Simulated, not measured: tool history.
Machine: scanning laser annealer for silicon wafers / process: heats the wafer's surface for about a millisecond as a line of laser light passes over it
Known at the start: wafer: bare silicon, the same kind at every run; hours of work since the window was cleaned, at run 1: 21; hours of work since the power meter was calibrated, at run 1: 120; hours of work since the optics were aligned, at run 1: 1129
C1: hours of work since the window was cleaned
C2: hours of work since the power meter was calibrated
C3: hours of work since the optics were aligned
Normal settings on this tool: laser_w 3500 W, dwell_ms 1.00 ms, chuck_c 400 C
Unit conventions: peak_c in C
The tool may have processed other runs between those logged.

{"run": 1, "hour": 0.0, "laser_w": 3500, "dwell_ms": 1.0, "chuck_c": 400, "C1": 21, "C2": 120, "C3": 1129, "peak_c": 1233}
{"run": 2, "hour": 12.4, "laser_w": 3724, "dwell_ms": 1.0, "chuck_c": 400, "C1": 31, "C2": 129, "C3": 1138, "peak_c": 1296}
{"run": 3, "hour": 30.5, "laser_w": 3724, "dwell_ms": 1.0, "chuck_c": 400, "C1": 44, "C2": 143, "C3": 1152, "peak_c": 1290}
{"run": 4, "hour": 40.4, "laser_w": 3724, "dwell_ms": 1.0, "chuck_c": 400, "C1": 51, "C2": 150, "C3": 1159, "peak_c": 1287}
{"run": 5, "hour": 49.5, "laser_w": 3724, "dwell_ms": 0.86, "chuck_c": 400, "C1": 58, "C2": 157, "C3": 1166, "peak_c": 1210}
{"run": 6, "hour": 57.5, "laser_w": 3724, "dwell_ms": 0.86, "chuck_c": 400, "C1": 64, "C2": 163, "C3": 1172, "peak_c": 1215}
{"run": 7, "hour": 65.2, "laser_w": 3724, "dwell_ms": 0.86, "chuck_c": 400, "C1": 70, "C2": 169, "C3": 1177, "peak_c": 1211}
{"run": 8, "hour": 74.8, "laser_w": 3724, "dwell_ms": 0.86, "chuck_c": 400, "C1": 77, "C2": 176, "C3": 1185, "peak_c": 1213}
{"run": 9, "hour": 83.3, "laser_w": 3724, "dwell_ms": 0.86, "chuck_c": 400, "C1": 83, "C2": 182, "C3": 1191, "peak_c": 1213}
{"run": 10, "hour": 97.7, "laser_w": 3724, "dwell_ms": 0.86, "chuck_c": 400, "C1": 94, "C2": 193, "C3": 1202, "peak_c": 1213}
{"run": 11, "hour": 105.8, "laser_w": 3500, "dwell_ms": 1.0, "chuck_c": 400, "C1": 100, "C2": 199, "C3": 1208, "peak_c": 1231}
{"run": 12, "hour": 114.4, "laser_w": 3500, "dwell_ms": 1.0, "chuck_c": 400, "C1": 106, "C2": 205, "C3": 1214, "peak_c": 1228}
{"run": 13, "hour": 122.2, "laser_w": 3500, "dwell_ms": 1.0, "chuck_c": 400, "C1": 112, "C2": 211, "C3": 1220, "peak_c": 1222}
{"run": 14, "hour": 133.4, "laser_w": 3500, "dwell_ms": 1.0, "chuck_c": 400, "C1": 121, "C2": 219, "C3": 1228, "peak_c": 1224}
{"run": 15, "hour": 147.7, "laser_w": 3500, "dwell_ms": 1.0, "chuck_c": 400, "C1": 131, "C2": 230, "C3": 1239, "peak_c": 1223}
{"run": 16, "hour": 160.8, "laser_w": 3500, "dwell_ms": 1.0, "chuck_c": 400, "C1": 141, "C2": 240, "C3": 1249, "peak_c": 1225}
{"run": 17, "hour": 170.1, "laser_w": 3500, "dwell_ms": 1.0, "chuck_c": 400, "C1": 148, "C2": 247, "C3": 1255, "peak_c": 1229}
{"run": 18, "hour": 186.6, "laser_w": 3091, "dwell_ms": 1.0, "chuck_c": 400, "C1": 160, "C2": 259, "C3": 1268, "peak_c": 1119}
{"run": 19, "hour": 197.7, "laser_w": 3299, "dwell_ms": 1.0, "chuck_c": 400, "C1": 168, "C2": 267, "C3": 1276, "peak_c": 1173}
{"run": 20, "hour": 213.3, "laser_w": 3500, "dwell_ms": 0.76, "chuck_c": 427, "C1": 180, "C2": 279, "C3": 1288, "peak_c": 1127}
{"run": 21, "hour": 223.8, "laser_w": 3438, "dwell_ms": 0.78, "chuck_c": 384, "C1": 188, "C2": 287, "C3": 1295, "peak_c": 1080}
{"run": 22, "hour": 237.9, "laser_w": 3064, "dwell_ms": 0.71, "chuck_c": 428, "C1": 198, "C2": 297, "C3": 1306, "peak_c": 1009}
{"run": 23, "hour": 245.6, "laser_w": 3064, "dwell_ms": 0.71, "chuck_c": 428, "C1": 204, "C2": 303, "C3": 1312, "peak_c": 1008}
{"run": 24, "hour": 255.4, "laser_w": 3002, "dwell_ms": 1.03, "chuck_c": 388, "C1": 211, "C2": 310, "C3": 1319, "peak_c": 1091}
{"run": 25, "hour": 269.0, "laser_w": 3509, "dwell_ms": 0.92, "chuck_c": 439, "C1": 222, "C2": 320, "C3": 1329, "peak_c": 1221}
{"run": 26, "hour": 283.4, "laser_w": 3081, "dwell_ms": 1.0, "chuck_c": 400, "C1": 232, "C2": 331, "C3": 1340, "peak_c": 1115}
{"run": 27, "hour": 294.6, "laser_w": 3801, "dwell_ms": 0.72, "chuck_c": 433, "C1": 241, "C2": 339, "C3": 1348, "peak_c": 1174}
{"run": 28, "hour": 304.7, "laser_w": 3554, "dwell_ms": 0.87, "chuck_c": 433, "C1": 248, "C2": 347, "C3": 1356, "peak_c": 1203}
{"run": 29, "hour": 314.8, "laser_w": 3500, "dwell_ms": 1.11, "chuck_c": 411, "C1": 256, "C2": 354, "C3": 1363, "peak_c": 1282}
{"run": 30, "hour": 326.6, "laser_w": 3626, "dwell_ms": 1.0, "chuck_c": 400, "C1": 264, "C2": 363, "C3": 1372, "peak_c": 1251}
{"run": 31, "hour": 336.6, "laser_w": 3133, "dwell_ms": 0.91, "chuck_c": 394, "C1": 272, "C2": 371, "C3": 1379, "peak_c": 1079}
{"run": 32, "hour": 352.7, "laser_w": 3050, "dwell_ms": 1.02, "chuck_c": 385, "C1": 284, "C2": 383, "C3": 1391, "peak_c": 1093}
{"run": 33, "hour": 365.1, "laser_w": 3050, "dwell_ms": 1.02, "chuck_c": 385, "C1": 293, "C2": 392, "C3": 1401, "peak_c": 1094}
{"run": 34, "hour": 378.5, "laser_w": 3050, "dwell_ms": 1.02, "chuck_c": 385, "C1": 303, "C2": 402, "C3": 1411, "peak_c": 1094}
{"hour": 387.6, "done": "window over the wafer cleaned"}
{"run": 35, "hour": 396.5, "laser_w": 3571, "dwell_ms": 0.71, "chuck_c": 436, "C1": 7, "C2": 414, "C3": 1422, "peak_c": 1133}
{"run": 36, "hour": 411.3, "laser_w": 3571, "dwell_ms": 0.71, "chuck_c": 436, "C1": 18, "C2": 425, "C3": 1434, "peak_c": 1135}

Hidden state or all else? Some run-to-run changes of peak_c, split into what the settings, what came in and random variation would give without the hidden state, and what is left for the hidden state (with any gauge scatter that isn't in both results):
The hidden state here: light that passes the window, % of a clean one's; laser's true power over the reading, %; width of the line over the set one, %; drift of the gauge itself on peak_c, C.
Run 17 -> 18: laser_w 3500 -> 3091. peak_c -110 C: hidden state +2, all else -112.
Run 23 -> 24: laser_w 3064 -> 3002, dwell_ms 0.71 -> 1.03, chuck_c 428 -> 388. peak_c +83 C: hidden state -4, all else +87.
Run 24 -> 25: laser_w 3002 -> 3509, dwell_ms 1.03 -> 0.92, chuck_c 388 -> 439. peak_c +130 C: hidden state -3, all else +133.
Run 30 -> 31: laser_w 3626 -> 3133, dwell_ms 1.00 -> 0.91, chuck_c 400 -> 394. peak_c -172 C: hidden state +5, all else -177.
Run 34 -> 35: laser_w 3050 -> 3571, dwell_ms 1.02 -> 0.71, chuck_c 385 -> 436, window over the wafer cleaned. peak_c +39 C: hidden state +16, all else +23.
